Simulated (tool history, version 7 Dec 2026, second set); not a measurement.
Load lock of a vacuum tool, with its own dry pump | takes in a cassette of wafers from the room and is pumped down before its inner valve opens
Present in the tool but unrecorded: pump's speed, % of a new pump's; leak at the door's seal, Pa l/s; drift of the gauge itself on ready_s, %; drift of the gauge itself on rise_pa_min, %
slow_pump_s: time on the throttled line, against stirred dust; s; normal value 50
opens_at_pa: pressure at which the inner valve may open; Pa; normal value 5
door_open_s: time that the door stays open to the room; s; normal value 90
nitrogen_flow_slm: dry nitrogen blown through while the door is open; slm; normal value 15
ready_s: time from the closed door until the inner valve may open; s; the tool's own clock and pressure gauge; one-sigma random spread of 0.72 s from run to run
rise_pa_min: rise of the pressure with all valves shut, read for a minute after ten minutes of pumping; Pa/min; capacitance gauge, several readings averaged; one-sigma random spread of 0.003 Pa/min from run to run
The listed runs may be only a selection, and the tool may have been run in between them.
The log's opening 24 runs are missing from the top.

| run | hour | slow_pump_s | opens_at_pa | door_open_s | nitrogen_flow_slm | hours that the pump has run since its overhaul | times that the door has closed on its seal | incoming humidity of the room's air, % | ready_s | rise_pa_min |
|---|---|---|---|---|---|---|---|---|---|---|
| 25 | 2305.2 | 40 | 5 | 41 | 12 | 4212 | 26889 | 45.1 | 103.4 | 0.453 |
| 26 | 2381.9 | 40 | 5 | 41 | 12 | 4288 | 27252 | 46.8 | 104.5 | 0.465 |
| 27 | 2518.8 | 45 | 8 | 102 | 18 | 4425 | 27900 | 45.4 | 102.6 | 0.492 |
| 28 | 2641.4 | 38 | 5 | 117 | 15 | 4548 | 28480 | 46.5 | 102.4 | 0.518 |
| 29 | 2771.7 | 50 | 5 | 90 | 13 | 4678 | 29096 | 47.1 | 111.3 | 0.530 |
|  | 2873.4 | door's seal changed, seat wiped |
| 30 | 2910.6 | 50 | 5 | 52 | 14 | 4816 | 176 | 46.5 | 110.2 | 0.018 |
| 31 | 3016.1 | 50 | 5 | 52 | 14 | 4921 | 675 | 47.3 | 110.3 | 0.017 |
| 32 | 3149.1 | 50 | 5 | 42 | 26 | 5054 | 1305 | 40.9 | 110.0 | 0.017 |
| 33 | 3250.5 | 50 | 5 | 42 | 26 | 5156 | 1785 | 43.4 | 111.1 | 0.016 |
| 34 | 3346.8 | 50 | 5 | 42 | 26 | 5252 | 2240 | 44.3 | 111.4 | 0.029 |
| 35 | 3441.6 | 50 | 5 | 42 | 26 | 5347 | 2689 | 40.2 | 111.0 | 0.026 |
| 36 | 3549.0 | 50 | 5 | 42 | 26 | 5454 | 3197 | 46.0 | 111.8 | 0.025 |
| 37 | 3681.4 | 63 | 6 | 44 | 42 | 5586 | 3823 | 46.3 | 119.1 | 0.033 |

4 options for the next run, each taken on its own from the tool as it stands now. Forecast them:
| A | 3764.6 | 63 | 7 | 55 | 42 | 5670 | 4217 | 44.3 | ? | ? |
| B | 3764.6 | 63 | 10 | 44 | 42 | 5670 | 4217 | 42.1 | ? | ? |
| C | 3764.6 | 95 | 6 | 44 | 14 | 5670 | 4217 | 45.7 | ? | ? |
| D | 3764.6 | 37 | 4 | 90 | 15 | 5670 | 4217 | 47.0 | ? | ? |

| run | ready_s | rise_pa_min |
|---|---|---|
| A | 117.9 | 0.037 |
| B | 114.6 | 0.036 |
| C | 143.1 | 0.039 |
| D | 104.6 | 0.047 |
What these runs would have given with no unlogged condition in the tool:
| run | ready_s | rise_pa_min |
|---|---|---|
| A | 115.0 | 0.008 |
| B | 111.8 | 0.006 |
| C | 140.5 | 0.009 |
| D | 101.0 | 0.018 |
